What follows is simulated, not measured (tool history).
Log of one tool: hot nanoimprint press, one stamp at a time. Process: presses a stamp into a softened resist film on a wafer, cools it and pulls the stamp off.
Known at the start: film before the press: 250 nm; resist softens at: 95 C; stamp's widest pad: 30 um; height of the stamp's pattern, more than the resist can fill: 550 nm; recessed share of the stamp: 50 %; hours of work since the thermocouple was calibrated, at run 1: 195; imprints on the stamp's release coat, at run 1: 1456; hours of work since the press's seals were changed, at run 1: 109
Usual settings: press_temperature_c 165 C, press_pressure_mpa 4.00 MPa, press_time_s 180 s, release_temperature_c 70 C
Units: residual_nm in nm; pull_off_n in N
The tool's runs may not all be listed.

run	hour	press_temperature_c	press_pressure_mpa	press_time_s	release_temperature_c	hours of work since the thermocouple was calibrated	imprints on the stamp's release coat	hours of work since the press's seals were changed	residual_nm	pull_off_n
1	0.0	165	4.00	180	70	195	1456	109	105.7	217
2	55.2	165	6.18	180	70	234	1649	148	87.2	218
# hour 78.4: stamp cleaned and given a new release coat
3	109.8	165	6.18	180	70	269	110	183	87.3	206
4	167.3	165	6.18	180	70	310	311	224	88.5	216
5	222.0	165	4.00	180	62	349	502	263	106.5	252
# hour 278.3: plate thermocouple calibrated
6	279.8	165	4.00	180	70	1	694	302	106.6	207
7	359.8	165	4.00	180	70	58	974	360	105.6	215
8	431.7	165	4.00	180	70	110	1225	411	105.9	220
9	491.7	165	6.33	162	70	153	1435	454	89.9	221
# hour 576.2: stamp cleaned and given a new release coat
10	592.5	165	6.33	162	70	220	57	522	90.5	216
11	676.8	165	6.33	162	70	281	351	582	89.9	214
12	736.9	165	6.33	211	70	324	562	625	80.3	211
13	816.2	165	4.00	251	70	380	839	682	90.4	214
# hour 830.6: plate thermocouple calibrated
14	918.2	171	6.09	273	70	63	1185	753	59.4	213
15	979.1	171	6.09	273	70	106	1398	796	59.1	219
16	1039.6	171	6.09	273	70	149	1610	839	59.3	213

4 ways to go on from here, each from the tool as it stands after run 16. What would each give?
# hour 1073.6: stamp cleaned and given a new release coat
# hour 1081.6: press's hydraulic seals changed and the load cell set to zero
A	1136.6	163	5.56	211	70	209	192	39	?	?
# hour 1073.6: stamp cleaned and given a new release coat
# hour 1081.6: press's hydraulic seals changed and the load cell set to zero
B	1136.6	173	6.09	273	70	209	192	39	?	?
# hour 1073.6: stamp cleaned and given a new release coat
# hour 1081.6: press's hydraulic seals changed and the load cell set to zero
C	1136.6	165	5.97	222	70	209	192	39	?	?
# hour 1073.6: stamp cleaned and given a new release coat
# hour 1081.6: press's hydraulic seals changed and the load cell set to zero
D	1136.6	172	6.09	176	77	209	192	39	?	?

run	residual_nm	pull_off_n
A	89.8	215
B	55.6	211
C	80.0	212
D	70.2	172
Without the tool's hidden state the same runs would have given:
run	residual_nm	pull_off_n
A	91.5	215
B	56.6	211
C	81.5	212
D	71.5	172
